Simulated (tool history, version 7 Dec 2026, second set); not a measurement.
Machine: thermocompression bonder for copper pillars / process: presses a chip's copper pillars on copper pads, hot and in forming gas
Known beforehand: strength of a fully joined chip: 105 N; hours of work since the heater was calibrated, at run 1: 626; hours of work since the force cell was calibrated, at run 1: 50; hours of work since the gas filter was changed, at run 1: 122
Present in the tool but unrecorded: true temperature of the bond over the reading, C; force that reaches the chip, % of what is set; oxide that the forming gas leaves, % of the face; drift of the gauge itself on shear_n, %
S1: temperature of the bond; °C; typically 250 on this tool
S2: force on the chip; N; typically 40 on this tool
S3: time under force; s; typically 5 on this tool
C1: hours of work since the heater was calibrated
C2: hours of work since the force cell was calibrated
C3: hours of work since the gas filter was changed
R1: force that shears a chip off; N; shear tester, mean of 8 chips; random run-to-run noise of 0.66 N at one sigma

run,hour,S1,S2,S3,C1,C2,C3,R1
1,0,250,40,5,626,50,122,42.7
# hour 13: forming gas filter changed
2,21.6,250,40,5,642,67,7,43.9
3,43,250,40,5,658,83,23,42.8
4,57.9,250,40,5,670,94,34,44
5,70,250,40,8,679,103,43,51.1
6,87.8,250,40,5,693,117,57,43.2
7,101.5,255,40,5,703,127,67,45.2
8,124.1,255,40,5,720,144,85,48.8
9,146.3,255,40,5,737,161,101,46.6
10,157.1,250,40,5,745,170,110,44.2
11,169.4,250,40,5,755,179,119,44.7
12,181.2,250,40,5,764,188,128,44.2
# hour 186.8: forming gas filter changed
13,200.3,250,45,5,778,202,10,46.7
14,211,250,45,5,786,210,18,46.3
15,229.1,250,40,14,800,224,32,63.1
16,239.9,250,40,4,808,232,40,40.3
17,250.4,250,40,5,816,240,48,43.3
18,273.6,250,40,5,834,258,66,43.5
19,287.5,250,54,5,844,268,77,53.7
20,299.6,250,40,5,853,278,86,44.3
21,319.6,246,36,5,868,293,101,36.9
22,336.6,246,36,5,881,306,114,36.9
23,350.5,246,36,5,892,316,125,36.7
# hour 360.1: forming gas filter changed
24,373.5,227,56,6,909,333,10,39.5
# hour 381.3: heater calibrated with a thermocouple chip
25,394.4,232,40,4,10,348,25,27.3
26,404.6,232,55,9,18,356,32,49.2
27,418.8,223,40,6,29,366,43,28.6
28,437.9,253,40,5,43,381,58,44.4
29,454,280,40,8,55,393,70,76.6
30,474.8,280,40,8,71,409,86,75
31,486,265,29,7,80,417,94,49.8
32,503.9,265,29,7,93,431,108,49.5
33,520.1,234,34,5,106,443,120,28.3
# hour 535.6: forming gas filter changed
34,541.1,248,38,4,121,459,4,36.4
35,556.1,248,38,4,133,470,16,35.8
36,572.4,248,38,4,145,483,28,36.9
37,583.6,250,40,9,154,491,37,52.7
38,597.4,250,40,9,164,502,47,53.2
39,613.4,250,40,9,176,514,59,53.1

Describe how what the log doesn't record of the tool's condition differs between the last listed run preceding each entry between runs and the first listed run following it.
Between runs 1 and 2: forming gas filter changed (hour 13)
  oxide that the forming gas leaves, % of the face: 0.74 -> 0.52
Between runs 12 and 13: forming gas filter changed (hour 186.8)
  oxide that the forming gas leaves, % of the face: 0.79 -> 0.52
Between runs 23 and 24: forming gas filter changed (hour 360.1)
  oxide that the forming gas leaves, % of the face: 0.78 -> 0.53
Between runs 24 and 25: heater calibrated with a thermocouple chip (hour 381.3)
  true temperature of the bond over the reading, C: -0.2 -> 0; oxide that the forming gas leaves, % of the face: 0.53 -> 0.57
Between runs 33 and 34: forming gas filter changed (hour 535.6)
  oxide that the forming gas leaves, % of the face: 0.78 -> 0.51
